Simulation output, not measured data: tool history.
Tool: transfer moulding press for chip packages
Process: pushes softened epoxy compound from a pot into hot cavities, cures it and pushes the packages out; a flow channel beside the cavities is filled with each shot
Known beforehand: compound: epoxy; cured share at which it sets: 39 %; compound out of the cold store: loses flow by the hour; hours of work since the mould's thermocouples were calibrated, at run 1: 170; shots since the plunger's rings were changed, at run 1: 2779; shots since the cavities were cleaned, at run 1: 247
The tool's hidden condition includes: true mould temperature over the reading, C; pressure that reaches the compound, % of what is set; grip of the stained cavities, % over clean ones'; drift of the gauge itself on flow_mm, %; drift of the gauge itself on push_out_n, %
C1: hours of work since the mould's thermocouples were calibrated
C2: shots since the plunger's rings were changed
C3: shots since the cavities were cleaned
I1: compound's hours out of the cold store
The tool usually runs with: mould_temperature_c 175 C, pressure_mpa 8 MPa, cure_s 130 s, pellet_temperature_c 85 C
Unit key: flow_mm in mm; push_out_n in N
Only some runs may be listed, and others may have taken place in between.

{"run": 1, "day": 0.0, "mould_temperature_c": 175, "pressure_mpa": 8, "cure_s": 130, "pellet_temperature_c": 85, "C1": 170, "C2": 2779, "C3": 247, "I1": 23.2, "flow_mm": 638, "push_out_n": 297}
{"day": 2.254, "done": "plunger's sealing rings changed"}
{"run": 2, "day": 2.583, "mould_temperature_c": 175, "pressure_mpa": 8, "cure_s": 130, "pellet_temperature_c": 85, "C1": 198, "C2": 56, "C3": 668, "I1": 17.5, "flow_mm": 668, "push_out_n": 357}
{"run": 3, "day": 4.283, "mould_temperature_c": 175, "pressure_mpa": 8, "cure_s": 130, "pellet_temperature_c": 85, "C1": 217, "C2": 344, "C3": 956, "I1": 15.1, "flow_mm": 674, "push_out_n": 398}
{"day": 4.829, "done": "cavities cleaned with cleaning compound and waxed"}
{"run": 4, "day": 6.533, "mould_temperature_c": 175, "pressure_mpa": 8, "cure_s": 143, "pellet_temperature_c": 85, "C1": 242, "C2": 716, "C3": 290, "I1": 21.6, "flow_mm": 652, "push_out_n": 300}
{"run": 5, "day": 7.675, "mould_temperature_c": 175, "pressure_mpa": 8, "cure_s": 143, "pellet_temperature_c": 85, "C1": 255, "C2": 909, "C3": 483, "I1": 11.3, "flow_mm": 679, "push_out_n": 336}
{"run": 6, "day": 9.6, "mould_temperature_c": 175, "pressure_mpa": 8, "cure_s": 143, "pellet_temperature_c": 85, "C1": 277, "C2": 1236, "C3": 810, "I1": 23.3, "flow_mm": 649, "push_out_n": 362}
{"day": 10.917, "done": "cavities cleaned with cleaning compound and waxed"}
{"run": 7, "day": 10.925, "mould_temperature_c": 175, "pressure_mpa": 8, "cure_s": 143, "pellet_temperature_c": 85, "C1": 292, "C2": 1450, "C3": 1, "I1": 33.1, "flow_mm": 627, "push_out_n": 224}
{"run": 8, "day": 13.325, "mould_temperature_c": 175, "pressure_mpa": 8, "cure_s": 130, "pellet_temperature_c": 85, "C1": 319, "C2": 1857, "C3": 408, "I1": 22.4, "flow_mm": 645, "push_out_n": 357}
{"run": 9, "day": 14.371, "mould_temperature_c": 175, "pressure_mpa": 8, "cure_s": 130, "pellet_temperature_c": 85, "C1": 331, "C2": 2035, "C3": 586, "I1": 31.7, "flow_mm": 624, "push_out_n": 375}
{"run": 10, "day": 15.775, "mould_temperature_c": 175, "pressure_mpa": 8, "cure_s": 130, "pellet_temperature_c": 85, "C1": 347, "C2": 2273, "C3": 824, "I1": 24.0, "flow_mm": 643, "push_out_n": 359}
{"day": 17.012, "done": "cavities cleaned with cleaning compound and waxed"}
{"run": 11, "day": 17.604, "mould_temperature_c": 175, "pressure_mpa": 8, "cure_s": 130, "pellet_temperature_c": 94, "C1": 367, "C2": 2573, "C3": 100, "I1": 27.6, "flow_mm": 630, "push_out_n": 275}
{"run": 12, "day": 18.608, "mould_temperature_c": 172, "pressure_mpa": 8, "cure_s": 137, "pellet_temperature_c": 90, "C1": 379, "C2": 2743, "C3": 270, "I1": 40.1, "flow_mm": 608, "push_out_n": 324}

What does the tool deliver on the next run?
{"run": 13, "day": 20.033, "mould_temperature_c": 172, "pressure_mpa": 8, "cure_s": 137, "pellet_temperature_c": 90, "C1": 395, "C2": 2985, "C3": 512, "I1": 17.1, "flow_mm": "?", "push_out_n": "?"}

{"run 13": {"flow_mm": 667, "push_out_n": 363}}
With the hidden condition absent and the run-to-run variation left alone, this run would have shown flow_mm 685 mm, push_out_n 241 N.
